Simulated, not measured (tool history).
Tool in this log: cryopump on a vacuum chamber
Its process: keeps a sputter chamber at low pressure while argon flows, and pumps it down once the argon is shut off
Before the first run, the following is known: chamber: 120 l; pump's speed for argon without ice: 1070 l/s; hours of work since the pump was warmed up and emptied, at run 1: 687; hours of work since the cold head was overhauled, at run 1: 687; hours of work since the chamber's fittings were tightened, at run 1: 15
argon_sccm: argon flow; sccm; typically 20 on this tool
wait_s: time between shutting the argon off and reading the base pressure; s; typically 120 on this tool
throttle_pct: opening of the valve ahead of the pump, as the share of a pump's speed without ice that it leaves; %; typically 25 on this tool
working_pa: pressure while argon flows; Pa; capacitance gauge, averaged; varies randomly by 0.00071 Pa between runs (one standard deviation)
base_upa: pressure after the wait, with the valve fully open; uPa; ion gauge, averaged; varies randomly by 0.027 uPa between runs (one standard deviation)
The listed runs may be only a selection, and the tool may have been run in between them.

| run | hour | argon_sccm | wait_s | throttle_pct | hours of work since the pump was warmed up and emptied | hours of work since the cold head was overhauled | hours of work since the chamber's fittings were tightened | working_pa | base_upa |
|---|---|---|---|---|---|---|---|---|---|
| 1 | 0 | 20 | 120 | 25 | 687 | 687 | 15 | 0.1354 | 1.3 |
| 2 | 61.4 | 20 | 120 | 25 | 731 | 731 | 59 | 0.1351 | 1.38 |
|  | 99.5 | pump warmed up, emptied and cooled again |
| 3 | 146.7 | 20 | 120 | 25 | 34 | 789 | 117 | 0.1265 | 1.33 |
| 4 | 215 | 20 | 120 | 25 | 83 | 839 | 167 | 0.1287 | 1.3 |
| 5 | 293.9 | 20 | 120 | 25 | 140 | 896 | 224 | 0.128 | 1.34 |
| 6 | 359.7 | 20 | 120 | 25 | 188 | 943 | 271 | 0.1295 | 1.34 |
| 7 | 431.2 | 20 | 120 | 25 | 239 | 995 | 323 | 0.1284 | 1.37 |
| 8 | 473.5 | 20 | 120 | 17 | 270 | 1025 | 353 | 0.19 | 1.4 |
| 9 | 507.6 | 20 | 120 | 17 | 295 | 1050 | 378 | 0.1897 | 1.39 |
| 10 | 590.2 | 14 | 91 | 31 | 354 | 1109 | 437 | 0.0738 | 1.67 |
| 11 | 630.8 | 14 | 34 | 18 | 383 | 1139 | 467 | 0.1274 | 3.82 |
| 12 | 697.8 | 20 | 28 | 37 | 432 | 1187 | 515 | 0.0894 | 4.46 |
| 13 | 759.7 | 20 | 28 | 37 | 476 | 1232 | 560 | 0.0913 | 4.48 |
| 14 | 795 | 9 | 80 | 44 | 502 | 1257 | 585 | 0.0337 | 1.96 |
| 15 | 856.9 | 8 | 52 | 20 | 547 | 1302 | 630 | 0.0654 | 2.7 |
| 16 | 922.6 | 8 | 52 | 20 | 594 | 1349 | 677 | 0.0655 | 2.69 |
| 17 | 972.8 | 9 | 31 | 31 | 630 | 1386 | 714 | 0.05 | 4.16 |
| 18 | 1013.5 | 9 | 31 | 31 | 660 | 1415 | 743 | 0.0503 | 4.3 |

Predict each of these 4 candidate next runs independently; none follows another, all start after run 18:
| A | 1058.9 | 38 | 31 | 42 | 692 | 1448 | 776 | ? | ? |
| B | 1058.9 | 20 | 295 | 30 | 692 | 1448 | 776 | ? | ? |
| C | 1058.9 | 34 | 124 | 29 | 692 | 1448 | 776 | ? | ? |
| D | 1058.9 | 18 | 120 | 25 | 692 | 1448 | 776 | ? | ? |

| run | working_pa | base_upa |
|---|---|---|
| A | 0.1591 | 4.34 |
| B | 0.1137 | 1.07 |
| C | 0.201 | 1.53 |
| D | 0.1207 | 1.64 |
Stripped of hidden state, with their random variation kept, the same runs would have yielded:
| run | working_pa | base_upa |
|---|---|---|
| A | 0.1423 | 3.97 |
| B | 0.1049 | 0.71 |
| C | 0.1858 | 1.16 |
| D | 0.1128 | 1.27 |
